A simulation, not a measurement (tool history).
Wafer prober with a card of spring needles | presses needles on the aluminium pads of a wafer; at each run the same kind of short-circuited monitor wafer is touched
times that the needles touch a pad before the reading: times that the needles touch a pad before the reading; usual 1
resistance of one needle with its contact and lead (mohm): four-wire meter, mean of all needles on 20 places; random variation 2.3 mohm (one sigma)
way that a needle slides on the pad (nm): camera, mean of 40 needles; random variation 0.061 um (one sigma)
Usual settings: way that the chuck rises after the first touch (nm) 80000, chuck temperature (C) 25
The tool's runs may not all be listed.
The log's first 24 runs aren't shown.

run   hour  way that the chuck rises after the first touch (nm)  chuck temperature (C)  times that the needles touch a pad before the reading  resistance of one needle with its contact and lead (mohm)  way that a needle slides on the pad (nm)
     451.2  -- tips cleaned on abrasive film
 25  464.7                                                87000                    122                                                      1                                                        290                                     13070
     479.2  -- tips cleaned on abrasive film
 26  479.2                                                89000                     53                                                      1                                                        272                                     13260
 27  497.9                                                80000                     92                                                      2                                                        282                                     11840
       507  -- tips cleaned on abrasive film
 28    516                                                80000                     92                                                      2                                                        280                                     11940
     536.1  -- tips cleaned on abrasive film
 29  536.1                                                80000                     92                                                      2                                                        278                                     11970
 30  552.8                                                90000                     99                                                      2                                                        283                                     13430
       564  -- tips cleaned on abrasive film
 31  576.1                                                80000                     34                                                      2                                                        266                                     12000
     592.2  -- tips cleaned on abrasive film
 32  600.8                                                80000                     34                                                      2                                                        265                                     11940
     621.6  -- tips cleaned on abrasive film
 33  628.9                                                80000                     34                                                      2                                                        266                                     11920

3 ways to go on from here, each from the tool as it stands after run 33. What would each give?
     648.1  -- height of the first contact set anew
     651.2  -- tips cleaned on abrasive film
  A  657.3                                                80000                     25                                                      2                                                          ?                                         ?
     648.1  -- height of the first contact set anew
     651.2  -- tips cleaned on abrasive film
  B  657.3                                                71000                     25                                                      1                                                          ?                                         ?
     648.1  -- height of the first contact set anew
     651.2  -- tips cleaned on abrasive film
  C  657.3                                                68000                     34                                                      2                                                          ?                                         ?

run  resistance of one needle with its contact and lead (mohm)  way that a needle slides on the pad (nm)
  A                                                        264                                     11930
  B                                                        265                                     10490
  C                                                        268                                     10160
Without the tool's hidden state the same runs would have given:
run  resistance of one needle with its contact and lead (mohm)  way that a needle slides on the pad (nm)
  A                                                        264                                     11930
  B                                                        265                                     10490
  C                                                        268                                     10160
